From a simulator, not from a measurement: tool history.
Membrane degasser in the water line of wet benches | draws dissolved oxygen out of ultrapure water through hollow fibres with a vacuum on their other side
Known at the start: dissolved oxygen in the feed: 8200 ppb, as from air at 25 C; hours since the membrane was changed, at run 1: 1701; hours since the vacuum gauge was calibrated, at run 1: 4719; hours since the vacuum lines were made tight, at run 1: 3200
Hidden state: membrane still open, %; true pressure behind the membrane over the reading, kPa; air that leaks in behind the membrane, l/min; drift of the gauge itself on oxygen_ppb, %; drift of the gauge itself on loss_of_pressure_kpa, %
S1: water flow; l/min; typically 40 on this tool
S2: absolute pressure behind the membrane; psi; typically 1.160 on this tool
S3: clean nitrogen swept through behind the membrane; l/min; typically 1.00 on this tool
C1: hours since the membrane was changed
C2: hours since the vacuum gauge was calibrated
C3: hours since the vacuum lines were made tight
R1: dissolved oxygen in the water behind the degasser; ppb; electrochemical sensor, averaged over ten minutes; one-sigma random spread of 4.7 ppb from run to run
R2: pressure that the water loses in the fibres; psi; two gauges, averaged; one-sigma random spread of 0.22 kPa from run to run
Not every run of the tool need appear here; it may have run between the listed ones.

Run 1, hour 0.0: usual settings; C1 1701; C2 4719; C3 3200. Result: R1 475.3 ppb, R2 7.825 psi.
Run 2, hour 137.8: usual settings; C1 1839; C2 4857; C3 3338. Result: R1 482.7 ppb, R2 7.902 psi.
Run 3, hour 383.3: usual settings but S3 1.43 l/min; C1 2084; C2 5102; C3 3583. Result: R1 389.1 ppb, R2 7.851 psi.
Run 4, hour 549.9: usual settings but S3 1.23 l/min; C1 2251; C2 5269; C3 3750. Result: R1 418.3 ppb, R2 7.884 psi.
Run 5, hour 712.1: usual settings but S3 1.23 l/min; C1 2413; C2 5431; C3 3912. Result: R1 428.0 ppb, R2 7.851 psi.
Run 6, hour 936.6: usual settings; C1 2638; C2 5656; C3 4137. Result: R1 486.9 ppb, R2 7.907 psi.
Run 7, hour 1053.1: usual settings; C1 2754; C2 5772; C3 4253. Result: R1 482.2 ppb, R2 7.813 psi.
Run 8, hour 1272.9: usual settings but S2 1.025 psi; C1 2974; C2 5992; C3 4473. Result: R1 420.2 ppb, R2 7.906 psi.
Run 9, hour 1442.7: usual settings but S3 1.90 l/min; C1 3144; C2 6162; C3 4643. Result: R1 342.0 ppb, R2 7.922 psi.
Run 10, hour 1693.5: usual settings but S1 45 l/min, S2 1.162 psi, S3 2.28 l/min; C1 3394; C2 6413; C3 4893. Result: R1 347.9 ppb, R2 8.873 psi.
Run 11, hour 1817.0: usual settings but S1 45 l/min, S2 1.162 psi, S3 2.28 l/min; C1 3518; C2 6536; C3 5017. Result: R1 350.9 ppb, R2 8.911 psi.
Run 12, hour 2019.4: usual settings but S1 27 l/min, S2 1.378 psi; C1 3720; C2 6738; C3 5219. Result: R1 409.5 ppb, R2 5.334 psi.
Run 13, hour 2138.2: usual settings but S3 2.28 l/min; C1 3839; C2 6857; C3 5338. Result: R1 301.5 ppb, R2 7.874 psi.
Run 14, hour 2324.1: usual settings but S2 2.144 psi, S3 2.28 l/min; C1 4025; C2 7043; C3 5524. Result: R1 548.0 ppb, R2 7.883 psi.
Run 15, hour 2446.3: usual settings but S1 39 l/min, S2 1.221 psi, S3 0.40 l/min; C1 4147; C2 7165; C3 5646. Result: R1 862.0 ppb, R2 7.702 psi.
Run 16, hour 2712.4: usual settings but S1 39 l/min, S2 1.575 psi, S3 1.06 l/min; C1 4413; C2 7431; C3 5912. Result: R1 654.0 ppb, R2 7.765 psi.
Run 17, hour 2916.3: usual settings but S1 50 l/min; C1 4617; C2 7635; C3 6116. Result: R1 600.0 ppb, R2 9.947 psi.

Forecast each of these 4 alternatives for the next run:
At hour 2940.4: seals of the vacuum lines changed.
Run A, hour 3091.2: usual settings but S3 1.83 l/min; C1 4790; C2 7808; C3 151. Result: R1 ?, R2 ?.
At hour 2940.4: seals of the vacuum lines changed.
Run B, hour 3091.2: usual settings but S1 38 l/min; C1 4790; C2 7808; C3 151. Result: R1 ?, R2 ?.
At hour 2940.4: seals of the vacuum lines changed.
Run C, hour 3091.2: usual settings but S3 0.82 l/min; C1 4790; C2 7808; C3 151. Result: R1 ?, R2 ?.
At hour 2940.4: seals of the vacuum lines changed.
Run D, hour 3091.2: usual settings but S1 46 l/min; C1 4790; C2 7808; C3 151. Result: R1 ?, R2 ?.

run     R1     R2
  A  339.8  7.899
  B  470.5  7.520
  C  558.3  7.958
  D  573.5  9.108
Without the tool's unlogged condition, the same runs would have read:
run     R1     R2
  A  321.1  7.731
  B  447.1  7.361
  C  531.4  7.790
  D  545.2  8.915
